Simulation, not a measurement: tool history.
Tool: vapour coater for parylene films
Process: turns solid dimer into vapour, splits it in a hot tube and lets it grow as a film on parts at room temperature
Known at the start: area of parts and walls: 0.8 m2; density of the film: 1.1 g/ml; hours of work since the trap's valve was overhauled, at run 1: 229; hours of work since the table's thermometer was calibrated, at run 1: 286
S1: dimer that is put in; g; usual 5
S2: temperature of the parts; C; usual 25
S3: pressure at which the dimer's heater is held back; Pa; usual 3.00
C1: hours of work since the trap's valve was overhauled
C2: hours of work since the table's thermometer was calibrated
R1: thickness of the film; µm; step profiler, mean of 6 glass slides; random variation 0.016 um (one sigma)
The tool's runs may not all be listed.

run,hour,S1,S2,S3,C1,C2,R1
1,0.0,5,25,3.00,229,286,3.62
2,16.8,5,25,3.00,239,295,3.63
3,33.1,5,25,3.00,248,305,3.61
4,44.7,5,35,3.00,255,311,2.57
5,59.0,5,35,3.00,263,319,2.54
6,74.0,5,25,4.13,271,328,3.33
7,88.3,5,25,4.13,280,336,3.33
8,109.6,5,25,4.13,292,348,3.32
9,120.9,5,25,4.13,298,355,3.31
10,132.8,5,25,3.00,305,361,3.58
11,147.6,5,27,3.00,313,370,3.35
12,160.8,3,25,3.00,321,377,2.14
13,180.1,3,25,3.00,332,388,2.14
14,195.0,3,25,3.00,340,397,2.14
15,205.0,5,25,3.00,346,403,3.55
16,217.1,5,25,3.00,353,409,3.54
17,236.1,5,25,7.41,364,420,2.85
# hour 261.0: trap's valve overhauled
18,262.6,5,25,7.41,1,433,3.08
19,273.5,5,25,3.00,7,439,3.81
20,284.4,5,25,3.00,13,446,3.83
21,300.8,5,25,3.00,23,455,3.81
22,314.6,5,24,7.66,31,463,3.15
23,335.4,5,24,7.66,42,475,3.13
24,352.6,5,24,7.66,52,484,3.12
25,362.7,5,36,2.82,58,490,2.58
26,374.5,5,36,2.51,65,497,2.68
27,395.0,5,36,2.51,76,508,2.65
28,415.8,3,19,4.00,88,520,2.60
29,436.2,6,25,3.00,100,532,4.50
30,446.6,6,25,3.00,106,538,4.51
31,460.7,3,25,2.67,114,546,2.31
32,471.1,3,25,2.67,120,552,2.32
33,487.2,3,23,3.67,129,561,2.27
34,500.7,3,23,4.17,137,569,2.24
35,520.1,3,23,4.17,148,580,2.21
36,532.4,4,28,2.43,155,587,2.82
37,547.5,4,28,2.43,163,595,2.83
38,559.5,5,22,9.68,170,602,3.11
39,572.6,5,22,9.68,178,610,3.09
40,593.9,5,22,9.68,190,622,3.09
41,605.6,5,22,9.68,196,629,3.10
42,626.0,5,26,4.39,208,640,3.24

Some steps in R1 between neighbouring runs. How much of each would the tool show without its hidden state too (settings, what came in, random variation), and how much is left for the hidden state, with any gauge scatter that isn't in both results?
The hidden state here: vapour lost through the trap's worn valve, %; true temperature of the parts over the reading, C; drift of the gauge itself on film_um, %.
Run 11 -> 12: S1 5 -> 3, S2 27 -> 25. R1 -1.21 µm: hidden state +0.05, all else -1.26.
Run 14 -> 15: S1 3 -> 5. R1 +1.41 µm: hidden state -0.08, all else +1.49.
Run 17 -> 18: trap's valve overhauled. R1 +0.23 µm: hidden state +0.21, all else +0.02.
Run 28 -> 29: S1 3 -> 6, S2 19 -> 25, S3 4.00 -> 3.00. R1 +1.90 µm: hidden state +0.00, all else +1.90.
Run 30 -> 31: S1 6 -> 3, S3 3.00 -> 2.67. R1 -2.20 µm: hidden state -0.01, all else -2.19.

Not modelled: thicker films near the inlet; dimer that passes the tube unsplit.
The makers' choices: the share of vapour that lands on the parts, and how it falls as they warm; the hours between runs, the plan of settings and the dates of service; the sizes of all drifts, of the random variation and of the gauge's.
